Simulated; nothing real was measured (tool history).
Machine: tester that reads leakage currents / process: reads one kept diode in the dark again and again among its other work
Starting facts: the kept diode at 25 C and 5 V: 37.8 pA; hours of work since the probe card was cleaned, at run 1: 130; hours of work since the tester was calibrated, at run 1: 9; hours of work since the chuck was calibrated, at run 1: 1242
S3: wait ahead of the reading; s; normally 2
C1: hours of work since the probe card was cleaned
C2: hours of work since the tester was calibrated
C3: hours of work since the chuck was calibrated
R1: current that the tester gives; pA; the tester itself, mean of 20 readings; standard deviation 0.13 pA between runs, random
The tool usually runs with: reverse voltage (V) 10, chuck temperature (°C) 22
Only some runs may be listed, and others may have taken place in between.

{"run": 1, "hour": 0.0, "reverse voltage (V)": 10, "chuck temperature (°C)": 22, "S3": 2, "C1": 130, "C2": 9, "C3": 1242, "R1": 40.46}
{"run": 2, "hour": 60.4, "reverse voltage (V)": 10, "chuck temperature (°C)": 22, "S3": 2, "C1": 160, "C2": 39, "C3": 1272, "R1": 40.21}
{"run": 3, "hour": 110.7, "reverse voltage (V)": 10, "chuck temperature (°C)": 22, "S3": 2, "C1": 185, "C2": 64, "C3": 1297, "R1": 40.09}
{"run": 4, "hour": 154.4, "reverse voltage (V)": 10, "chuck temperature (°C)": 22, "S3": 2, "C1": 206, "C2": 86, "C3": 1319, "R1": 40.25}
{"run": 5, "hour": 197.2, "reverse voltage (V)": 10, "chuck temperature (°C)": 22, "S3": 2, "C1": 227, "C2": 107, "C3": 1340, "R1": 40.31}
{"run": 6, "hour": 228.0, "reverse voltage (V)": 10, "chuck temperature (°C)": 22, "S3": 2, "C1": 243, "C2": 122, "C3": 1355, "R1": 40.06}
{"run": 7, "hour": 272.9, "reverse voltage (V)": 10, "chuck temperature (°C)": 22, "S3": 2, "C1": 265, "C2": 145, "C3": 1378, "R1": 40.2}
{"run": 8, "hour": 313.2, "reverse voltage (V)": 10, "chuck temperature (°C)": 22, "S3": 2, "C1": 285, "C2": 164, "C3": 1397, "R1": 40.38}
{"run": 9, "hour": 357.3, "reverse voltage (V)": 10, "chuck temperature (°C)": 22, "S3": 2, "C1": 307, "C2": 186, "C3": 1419, "R1": 40.25}
{"run": 10, "hour": 396.8, "reverse voltage (V)": 10, "chuck temperature (°C)": 57, "S3": 2, "C1": 326, "C2": 206, "C3": 1439, "R1": 773.67}
{"run": 11, "hour": 453.8, "reverse voltage (V)": 10, "chuck temperature (°C)": 57, "S3": 2, "C1": 354, "C2": 234, "C3": 1467, "R1": 770.21}
{"run": 12, "hour": 487.8, "reverse voltage (V)": 10, "chuck temperature (°C)": 57, "S3": 2, "C1": 371, "C2": 251, "C3": 1484, "R1": 767.38}
{"run": 13, "hour": 516.6, "reverse voltage (V)": 10, "chuck temperature (°C)": 57, "S3": 2, "C1": 385, "C2": 265, "C3": 1498, "R1": 770.86}
{"run": 14, "hour": 570.0, "reverse voltage (V)": 10, "chuck temperature (°C)": 57, "S3": 2, "C1": 412, "C2": 292, "C3": 1525, "R1": 774.54}
{"run": 15, "hour": 615.4, "reverse voltage (V)": 10, "chuck temperature (°C)": 57, "S3": 2, "C1": 434, "C2": 314, "C3": 1547, "R1": 769.51}
{"run": 16, "hour": 652.3, "reverse voltage (V)": 10, "chuck temperature (°C)": 57, "S3": 2, "C1": 453, "C2": 332, "C3": 1565, "R1": 774.35}
{"run": 17, "hour": 713.5, "reverse voltage (V)": 10, "chuck temperature (°C)": 57, "S3": 2, "C1": 483, "C2": 363, "C3": 1596, "R1": 771.55}
{"run": 18, "hour": 758.2, "reverse voltage (V)": 10, "chuck temperature (°C)": 57, "S3": 2, "C1": 505, "C2": 385, "C3": 1618, "R1": 769.9}
{"run": 19, "hour": 784.4, "reverse voltage (V)": 10, "chuck temperature (°C)": 57, "S3": 2, "C1": 518, "C2": 398, "C3": 1631, "R1": 774.42}
{"run": 20, "hour": 836.5, "reverse voltage (V)": 2, "chuck temperature (°C)": 44, "S3": 7.24, "C1": 544, "C2": 424, "C3": 1657, "R1": 127.47}
{"run": 21, "hour": 866.5, "reverse voltage (V)": 1.1, "chuck temperature (°C)": 35, "S3": 0.37, "C1": 559, "C2": 438, "C3": 1671, "R1": 45.2}
{"run": 22, "hour": 894.6, "reverse voltage (V)": 3, "chuck temperature (°C)": 35, "S3": 3.52, "C1": 573, "C2": 452, "C3": 1685, "R1": 72.45}
{"run": 23, "hour": 954.1, "reverse voltage (V)": 10.9, "chuck temperature (°C)": 22, "S3": 1.81, "C1": 602, "C2": 482, "C3": 1715, "R1": 42}
{"run": 24, "hour": 997.3, "reverse voltage (V)": 7.5, "chuck temperature (°C)": 35, "S3": 6.37, "C1": 623, "C2": 503, "C3": 1736, "R1": 112.97}
{"run": 25, "hour": 1052.9, "reverse voltage (V)": 1.2, "chuck temperature (°C)": 21, "S3": 4.62, "C1": 651, "C2": 531, "C3": 1764, "R1": 13.07}
{"run": 26, "hour": 1088.4, "reverse voltage (V)": 1.1, "chuck temperature (°C)": 36, "S3": 1.95, "C1": 669, "C2": 548, "C3": 1781, "R1": 49}
{"run": 27, "hour": 1122.9, "reverse voltage (V)": 1.1, "chuck temperature (°C)": 36, "S3": 1.95, "C1": 686, "C2": 565, "C3": 1798, "R1": 48.95}
{"run": 28, "hour": 1170.0, "reverse voltage (V)": 5.8, "chuck temperature (°C)": 22, "S3": 2.4, "C1": 709, "C2": 589, "C3": 1822, "R1": 31.02}
{"run": 29, "hour": 1231.5, "reverse voltage (V)": 3.9, "chuck temperature (°C)": 37, "S3": 0.86, "C1": 739, "C2": 619, "C3": 1852, "R1": 98.42}
{"run": 30, "hour": 1280.8, "reverse voltage (V)": 12.1, "chuck temperature (°C)": 25, "S3": 3.21, "C1": 764, "C2": 643, "C3": 1876, "R1": 58.25}
{"run": 31, "hour": 1320.7, "reverse voltage (V)": 12.1, "chuck temperature (°C)": 25, "S3": 3.21, "C1": 784, "C2": 663, "C3": 1896, "R1": 57.91}
{"run": 32, "hour": 1359.7, "reverse voltage (V)": 12.1, "chuck temperature (°C)": 25, "S3": 0.36, "C1": 803, "C2": 682, "C3": 1916, "R1": 59.96}
{"run": 33, "hour": 1389.6, "reverse voltage (V)": 12.1, "chuck temperature (°C)": 25, "S3": 1.16, "C1": 818, "C2": 697, "C3": 1930, "R1": 58.95}
{"run": 34, "hour": 1429.4, "reverse voltage (V)": 12.1, "chuck temperature (°C)": 53, "S3": 4.09, "C1": 837, "C2": 717, "C3": 1950, "R1": 622.57}
{"run": 35, "hour": 1456.1, "reverse voltage (V)": 5.1, "chuck temperature (°C)": 59, "S3": 9.27, "C1": 851, "C2": 730, "C3": 1963, "R1": 649.76}
{"run": 36, "hour": 1490.9, "reverse voltage (V)": 7, "chuck temperature (°C)": 26, "S3": 2, "C1": 868, "C2": 747, "C3": 1980, "R1": 49.27}
{"run": 37, "hour": 1546.8, "reverse voltage (V)": 12.3, "chuck temperature (°C)": 33, "S3": 0.73, "C1": 895, "C2": 775, "C3": 2008, "R1": 120.64}
{"run": 38, "hour": 1580.2, "reverse voltage (V)": 12.3, "chuck temperature (°C)": 33, "S3": 0.73, "C1": 912, "C2": 792, "C3": 2025, "R1": 121.06}

Run by run, hidden condition taken away, random variation retained:
Hidden conditions of the tool in this case: stray current of the dirty probe card, pA a volt; current scale over the true one, %; true chuck temperature over the reading, C; drift of the gauge itself on leakage_pa, %.
run=1 R1=40.45
run=2 R1=40.19
run=3 R1=40.08
run=4 R1=40.23
run=5 R1=40.3
run=6 R1=40.05
run=7 R1=40.18
run=8 R1=40.36
run=9 R1=40.23
run=10 R1=773.5
run=11 R1=770.03
run=12 R1=767.2
run=13 R1=770.68
run=14 R1=774.35
run=15 R1=769.33
run=16 R1=774.16
run=17 R1=771.35
run=18 R1=769.7
run=19 R1=774.22
run=20 R1=127.44
run=21 R1=45.19
run=22 R1=72.43
run=23 R1=41.97
run=24 R1=112.92
run=25 R1=13.07
run=26 R1=48.98
run=27 R1=48.93
run=28 R1=31
run=29 R1=98.38
run=30 R1=58.21
run=31 R1=57.87
run=32 R1=59.92
run=33 R1=58.9
run=34 R1=622.36
run=35 R1=649.56
run=36 R1=49.23
run=37 R1=120.57
run=38 R1=120.99
